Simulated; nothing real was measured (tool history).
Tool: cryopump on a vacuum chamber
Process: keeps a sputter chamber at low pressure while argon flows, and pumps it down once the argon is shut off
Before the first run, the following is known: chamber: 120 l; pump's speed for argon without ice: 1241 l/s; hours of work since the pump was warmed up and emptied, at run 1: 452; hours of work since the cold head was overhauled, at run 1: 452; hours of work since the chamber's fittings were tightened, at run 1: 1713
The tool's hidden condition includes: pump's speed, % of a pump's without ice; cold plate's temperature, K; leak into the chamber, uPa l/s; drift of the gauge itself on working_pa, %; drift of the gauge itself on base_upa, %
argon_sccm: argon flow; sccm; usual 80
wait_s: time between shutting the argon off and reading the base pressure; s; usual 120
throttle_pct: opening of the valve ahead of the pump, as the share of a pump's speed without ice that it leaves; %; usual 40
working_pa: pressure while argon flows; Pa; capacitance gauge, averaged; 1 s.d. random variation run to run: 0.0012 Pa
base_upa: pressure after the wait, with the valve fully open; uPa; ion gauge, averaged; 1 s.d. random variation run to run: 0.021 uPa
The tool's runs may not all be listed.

run,hour,argon_sccm,wait_s,throttle_pct,hours of work since the pump was warmed up and emptied,hours of work since the cold head was overhauled,hours of work since the chamber's fittings were tightened,working_pa,base_upa
1,0,80,120,40,452,452,1713,0.2943,2.5
2,20.9,80,120,40,466,466,1727,0.2948,2.56
3,49.6,80,120,40,485,485,1747,0.2979,2.57
4,84,80,120,40,509,509,1770,0.2971,2.75
5,107.7,80,120,40,525,525,1787,0.3015,2.71
6,142.3,80,120,40,549,549,1810,0.3003,2.74

Predict the results of run 7:
7,161.4,66,149,26,562,562,1823,?,?

Run 7 yielded working_pa 0.3694 Pa, base_upa 2.81 uPa.
The same run, on a tool lacking any hidden state, would have yielded working_pa 0.3451 Pa, base_upa 0.43 uPa.
